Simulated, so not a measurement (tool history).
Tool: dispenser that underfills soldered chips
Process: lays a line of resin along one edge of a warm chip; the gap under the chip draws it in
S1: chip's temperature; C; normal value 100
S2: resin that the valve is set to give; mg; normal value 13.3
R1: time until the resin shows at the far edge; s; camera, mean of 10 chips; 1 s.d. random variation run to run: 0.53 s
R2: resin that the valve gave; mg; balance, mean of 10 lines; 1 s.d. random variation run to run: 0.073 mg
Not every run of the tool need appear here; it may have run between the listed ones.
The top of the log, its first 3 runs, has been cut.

{"run": 4, "day": 0.929, "S1": 100, "S2": 13.3, "R1": 91.7, "R2": 12.68}
{"day": 1.004, "done": "new syringe of resin"}
{"run": 5, "day": 1.167, "S1": 100, "S2": 13.3, "R1": 57.3, "R2": 12.61}
{"run": 6, "day": 1.367, "S1": 100, "S2": 14.7, "R1": 74.6, "R2": 13.86}
{"day": 1.542, "done": "new syringe of resin"}
{"run": 7, "day": 1.542, "S1": 94, "S2": 13.3, "R1": 54.3, "R2": 12.42}
{"run": 8, "day": 1.783, "S1": 94, "S2": 13.3, "R1": 75.5, "R2": 12.43}
{"day": 2.1, "done": "new syringe of resin"}
{"run": 9, "day": 2.146, "S1": 94, "S2": 13.3, "R1": 58.3, "R2": 12.37}
{"run": 10, "day": 2.379, "S1": 100, "S2": 13.3, "R1": 67.5, "R2": 12.25}
{"day": 2.633, "done": "new syringe of resin"}
{"run": 11, "day": 2.775, "S1": 100, "S2": 13.3, "R1": 57.5, "R2": 12.23}
{"day": 2.875, "done": "dispensing valve cleaned and set on the balance"}
{"run": 12, "day": 3.033, "S1": 100, "S2": 13.7, "R1": 74.6, "R2": 13.69}
{"day": 3.221, "done": "new syringe of resin"}
{"run": 13, "day": 3.383, "S1": 112, "S2": 13.3, "R1": 43.3, "R2": 13.26}
{"run": 14, "day": 3.692, "S1": 112, "S2": 13.3, "R1": 67.6, "R2": 13.24}
{"day": 3.762, "done": "new syringe of resin"}
{"run": 15, "day": 4.092, "S1": 100, "S2": 13.3, "R1": 72.7, "R2": 13.17}
{"run": 16, "day": 4.267, "S1": 100, "S2": 13.3, "R1": 93.6, "R2": 13.14}
{"day": 4.3, "done": "new syringe of resin"}
{"run": 17, "day": 4.5, "S1": 100, "S2": 13.3, "R1": 60.6, "R2": 13.16}

Estimate the outcome of run 18 from the log above:
{"day": 4.85, "done": "new syringe of resin"}
{"run": 18, "day": 4.862, "S1": 97, "S2": 13.3, "R1": "?", "R2": "?"}

R1: 50.6 s
R2: 13.19 mg
Without the tool's hidden state the same run would have given R1 47.1 s, R2 13.45 mg.
